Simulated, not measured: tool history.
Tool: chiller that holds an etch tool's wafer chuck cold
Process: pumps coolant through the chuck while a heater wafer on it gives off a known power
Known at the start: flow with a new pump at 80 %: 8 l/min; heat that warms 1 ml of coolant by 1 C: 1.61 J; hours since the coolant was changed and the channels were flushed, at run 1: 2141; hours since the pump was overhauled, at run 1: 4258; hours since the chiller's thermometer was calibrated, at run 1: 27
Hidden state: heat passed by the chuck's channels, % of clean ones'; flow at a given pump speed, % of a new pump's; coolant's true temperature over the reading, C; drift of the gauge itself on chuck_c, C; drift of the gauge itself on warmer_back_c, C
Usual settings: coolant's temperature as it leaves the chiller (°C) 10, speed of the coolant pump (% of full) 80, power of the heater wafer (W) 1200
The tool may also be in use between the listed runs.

| run | hour | coolant's temperature as it leaves the chiller (°C) | speed of the coolant pump (% of full) | power of the heater wafer (W) | hours since the coolant was changed and the channels were flushed | hours since the pump was overhauled | hours since the chiller's thermometer was calibrated | chuck's temperature once it has settled (°C) | how much warmer the coolant comes back (C) |
|---|---|---|---|---|---|---|---|---|---|
| 1 | 0 | 10 | 80 | 1200 | 2141 | 4258 | 27 | 24.2 | 6.22 |
| 2 | 100 | 10 | 80 | 1200 | 2241 | 4358 | 127 | 24.2 | 6.28 |
| 3 | 206.6 | 4 | 80 | 1200 | 2347 | 4464 | 233 | 18.4 | 6.32 |
| 4 | 302.1 | 4 | 80 | 1200 | 2443 | 4560 | 329 | 18.4 | 6.25 |
| 5 | 394.8 | 10 | 63 | 1200 | 2536 | 4653 | 421 | 27.5 | 8.11 |
| 6 | 520.2 | 10 | 63 | 1200 | 2661 | 4778 | 547 | 27.7 | 8.14 |
| 7 | 614 | 10 | 63 | 1200 | 2755 | 4872 | 641 | 27.8 | 8.13 |
| 8 | 706.1 | 10 | 63 | 1200 | 2847 | 4964 | 733 | 27.9 | 8.22 |
| 9 | 828.5 | 10 | 80 | 1200 | 2969 | 5086 | 855 | 24.9 | 6.4 |
| 10 | 917.4 | 10 | 80 | 1200 | 3058 | 5175 | 944 | 24.8 | 6.41 |
| 11 | 1033.2 | 10 | 80 | 1200 | 3174 | 5291 | 1060 | 25 | 6.45 |
| 12 | 1123.8 | 10 | 80 | 1200 | 3265 | 5382 | 1150 | 24.9 | 6.41 |
| 13 | 1196.8 | 10 | 80 | 1200 | 3338 | 5455 | 1223 | 25 | 6.47 |
| 14 | 1258.2 | 10 | 80 | 1200 | 3399 | 5516 | 1285 | 25.1 | 6.5 |
| 15 | 1335.6 | 10 | 80 | 1200 | 3476 | 5593 | 1362 | 25.2 | 6.49 |
| 16 | 1469.9 | 10 | 80 | 1200 | 3611 | 5728 | 1497 | 25.2 | 6.49 |
| 17 | 1563.9 | 10 | 80 | 1200 | 3705 | 5822 | 1591 | 25.3 | 6.55 |
| 18 | 1646.7 | 10 | 80 | 1200 | 3788 | 5905 | 1673 | 25.4 | 6.53 |
| 19 | 1710.9 | 10 | 80 | 1200 | 3852 | 5969 | 1738 | 25.4 | 6.55 |
| 20 | 1804.5 | 10 | 80 | 1200 | 3945 | 6062 | 1831 | 25.5 | 6.57 |
| 21 | 1860.2 | 1 | 80 | 1221 | 4001 | 6118 | 1887 | 16.7 | 6.7 |
| 22 | 1954 | 2 | 61 | 1535 | 4095 | 6212 | 1981 | 27.1 | 11.17 |
|  | 2018 | coolant pump overhauled |
|  | 2035.9 | coolant changed, channels flushed |
| 23 | 2046.2 | 11 | 68 | 1200 | 10 | 22 | 2062 | 24.8 | 6.64 |
| 24 | 2134.6 | 11 | 68 | 1200 | 99 | 111 | 2150 | 24.9 | 6.58 |
| 25 | 2211.1 | 10 | 80 | 1326 | 175 | 187 | 2227 | 23.4 | 6.18 |
| 26 | 2279.6 | 10 | 80 | 1326 | 244 | 256 | 2295 | 23.5 | 6.2 |
| 27 | 2365.7 | 8 | 80 | 1200 | 330 | 342 | 2381 | 20.1 | 5.62 |
| 28 | 2446.5 | 10 | 66 | 1510 | 411 | 422 | 2462 | 28.2 | 8.7 |
| 29 | 2515.6 | 10 | 66 | 1510 | 480 | 492 | 2531 | 28.1 | 8.71 |
| 30 | 2613 | 8 | 68 | 1094 | 577 | 589 | 2629 | 20.8 | 6.12 |
| 31 | 2696.1 | 8 | 96 | 1790 | 660 | 672 | 2712 | 23.8 | 6.92 |
| 32 | 2802.2 | 8 | 96 | 1790 | 766 | 778 | 2818 | 24 | 7.02 |

4 ways to go on from here, each from the tool as it stands after run 32. What would each give?
| A | 2920.2 | 19 | 85 | 1790 | 884 | 896 | 2936 | ? | ? |
| B | 2920.2 | 10 | 66 | 1200 | 884 | 896 | 2936 | ? | ? |
| C | 2920.2 | 3 | 80 | 912 | 884 | 896 | 2936 | ? | ? |
| D | 2920.2 | 16 | 76 | 1200 | 884 | 896 | 2936 | ? | ? |

| run | chuck's temperature once it has settled (°C) | how much warmer the coolant comes back (C) |
|---|---|---|
| A | 36.8 | 8.03 |
| B | 24.6 | 6.98 |
| C | 12.6 | 4.31 |
| D | 29 | 6.05 |
Without the tool's hidden state the same runs would have given:
| run | chuck's temperature once it has settled (°C) | how much warmer the coolant comes back (C) |
|---|---|---|
| A | 36.2 | 7.87 |
| B | 24.2 | 6.85 |
| C | 12.4 | 4.22 |
| D | 28.7 | 5.93 |
